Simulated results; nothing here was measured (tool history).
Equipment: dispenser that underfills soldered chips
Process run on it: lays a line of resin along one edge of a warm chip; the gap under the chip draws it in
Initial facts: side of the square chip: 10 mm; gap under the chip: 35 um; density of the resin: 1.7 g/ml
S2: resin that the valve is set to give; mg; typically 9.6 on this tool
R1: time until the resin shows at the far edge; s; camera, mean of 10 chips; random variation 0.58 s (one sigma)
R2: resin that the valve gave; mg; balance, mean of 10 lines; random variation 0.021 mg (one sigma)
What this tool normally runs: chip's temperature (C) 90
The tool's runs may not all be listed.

Run 1, hour 0: usual settings. Result: R1 90.9 s, R2 9.57 mg.
At hour 1.2: new syringe of resin.
Run 2, hour 7.3: usual settings. Result: R1 68.2 s, R2 9.51 mg.
At hour 13.5: new syringe of resin.
Run 3, hour 19.8: usual settings. Result: R1 68.3 s, R2 9.46 mg.
At hour 25.7: new syringe of resin.
Run 4, hour 29.2: usual settings. Result: R1 59 s, R2 9.42 mg.
At hour 38.3: new syringe of resin.
Run 5, hour 42: usual settings but S2 11.97 mg. Result: R1 59.8 s, R2 11.66 mg.
Run 6, hour 50.1: usual settings but S2 11.97 mg. Result: R1 90.2 s, R2 11.64 mg.
At hour 51.6: new syringe of resin.
Run 7, hour 57.5: usual settings but S2 11.97 mg. Result: R1 66.6 s, R2 11.61 mg.
At hour 64.3: new syringe of resin.
Run 8, hour 68.3: usual settings but chip's temperature (C) 101. Result: R1 45 s, R2 9.23 mg.
Run 9, hour 74.6: usual settings but chip's temperature (C) 101. Result: R1 61.2 s, R2 9.21 mg.
At hour 77.3: new syringe of resin.
Run 10, hour 83.1: usual settings but S2 10.61 mg. Result: R1 66.2 s, R2 10.15 mg.
At hour 90.1: new syringe of resin.
At hour 91.9: dispensing valve cleaned and set on the balance.
Run 11, hour 93.1: usual settings. Result: R1 54.9 s, R2 9.61 mg.
At hour 104: new syringe of resin.
Run 12, hour 105.7: usual settings but chip's temperature (C) 78. Result: R1 78.2 s, R2 9.59 mg.
At hour 116.3: new syringe of resin.
Run 13, hour 116.5: usual settings but chip's temperature (C) 78. Result: R1 71.1 s, R2 9.55 mg.
Run 14, hour 124.8: usual settings but chip's temperature (C) 78. Result: R1 108.7 s, R2 9.43 mg.
At hour 128.8: new syringe of resin.
Run 15, hour 135.7: usual settings. Result: R1 69.9 s, R2 9.38 mg.
At hour 141.4: new syringe of resin.
Run 16, hour 148.3: usual settings but S2 8.86 mg. Result: R1 74.4 s, R2 8.64 mg.
At hour 154.1: new syringe of resin.
Run 17, hour 157.6: usual settings. Result: R1 59.4 s, R2 9.27 mg.
Run 18, hour 165.2: usual settings but chip's temperature (C) 82, S2 10.49 mg. Result: R1 110.4 s, R2 10.16 mg.
At hour 166.7: new syringe of resin.
Run 19, hour 175.4: usual settings but chip's temperature (C) 82, S2 10.49 mg. Result: R1 96.8 s, R2 10.07 mg.
At hour 179.4: new syringe of resin.
Run 20, hour 186: usual settings but chip's temperature (C) 96, S2 8.23 mg. Result: R1 61.1 s, R2 7.88 mg.
At hour 192.6: new syringe of resin.
At hour 197.8: dispensing valve cleaned and set on the balance.
Run 21, hour 200.4: usual settings but chip's temperature (C) 94, S2 11.6 mg. Result: R1 62.1 s, R2 11.6 mg.
At hour 206.5: new syringe of resin.
Run 22, hour 207.3: usual settings but chip's temperature (C) 94, S2 11.6 mg. Result: R1 45 s, R2 11.53 mg.
At hour 219.2: new syringe of resin.
Run 23, hour 219.8: usual settings but chip's temperature (C) 76, S2 8.3 mg. Result: R1 79.9 s, R2 8.26 mg.
Run 24, hour 227.3: usual settings but chip's temperature (C) 76, S2 8.3 mg. Result: R1 115.5 s, R2 8.15 mg.
At hour 231.9: new syringe of resin.
Run 25, hour 237.1: usual settings but chip's temperature (C) 76, S2 8.3 mg. Result: R1 99.8 s, R2 8.18 mg.
At hour 245.2: new syringe of resin.
Run 26, hour 249.6: usual settings but chip's temperature (C) 97, S2 11.63 mg. Result: R1 49.9 s, R2 11.32 mg.
At hour 257.5: new syringe of resin.
Run 27, hour 261.2: usual settings but chip's temperature (C) 93. Result: R1 54.7 s, R2 9.32 mg.
Run 28, hour 269.1: usual settings but chip's temperature (C) 95, S2 10.85 mg. Result: R1 77.1 s, R2 10.52 mg.
At hour 270.5: new syringe of resin.
Run 29, hour 279.1: usual settings but chip's temperature (C) 95, S2 10.85 mg. Result: R1 67.2 s, R2 10.43 mg.
At hour 283.2: new syringe of resin.
Run 30, hour 288.4: usual settings but chip's temperature (C) 95, S2 10.85 mg. Result: R1 54.9 s, R2 10.36 mg.
Run 31, hour 295.1: usual settings but chip's temperature (C) 105, S2 9.2 mg. Result: R1 61.4 s, R2 8.77 mg.
At hour 296.6: new syringe of resin.
At hour 303.6: dispensing valve cleaned and set on the balance.
Run 32, hour 305.9: usual settings but chip's temperature (C) 85. Result: R1 87.4 s, R2 9.6 mg.
At hour 309.8: new syringe of resin.
Run 33, hour 318.1: usual settings but chip's temperature (C) 81, S2 11.39 mg. Result: R1 97 s, R2 11.33 mg.
At hour 322.4: new syringe of resin.
Run 34, hour 326.3: usual settings but chip's temperature (C) 101, S2 11.39 mg. Result: R1 42.6 s, R2 11.33 mg.

Forecast each of these 4 alternatives for the next run:
At hour 335.4: new syringe of resin.
Run A, hour 338.4: usual settings but chip's temperature (C) 84, S2 9.62 mg. Result: R1 ?, R2 ?.
At hour 335.4: new syringe of resin.
Run B, hour 338.4: usual settings but chip's temperature (C) 85, S2 10.5 mg. Result: R1 ?, R2 ?.
At hour 335.4: new syringe of resin.
Run C, hour 338.4: usual settings but chip's temperature (C) 101, S2 11.59 mg. Result: R1 ?, R2 ?.
At hour 335.4: new syringe of resin.
Run D, hour 338.4: usual settings but chip's temperature (C) 78. Result: R1 ?, R2 ?.

run    R1     R2
  A  69.9   9.46
  B  65.8  10.37
  C    43  11.44
  D  82.3   9.47
Had the tool no hidden state, the same runs would have come out as:
run    R1    R2
  A  60.6  9.59
  B    57  10.5
  C  37.3  11.6
  D  71.3   9.6

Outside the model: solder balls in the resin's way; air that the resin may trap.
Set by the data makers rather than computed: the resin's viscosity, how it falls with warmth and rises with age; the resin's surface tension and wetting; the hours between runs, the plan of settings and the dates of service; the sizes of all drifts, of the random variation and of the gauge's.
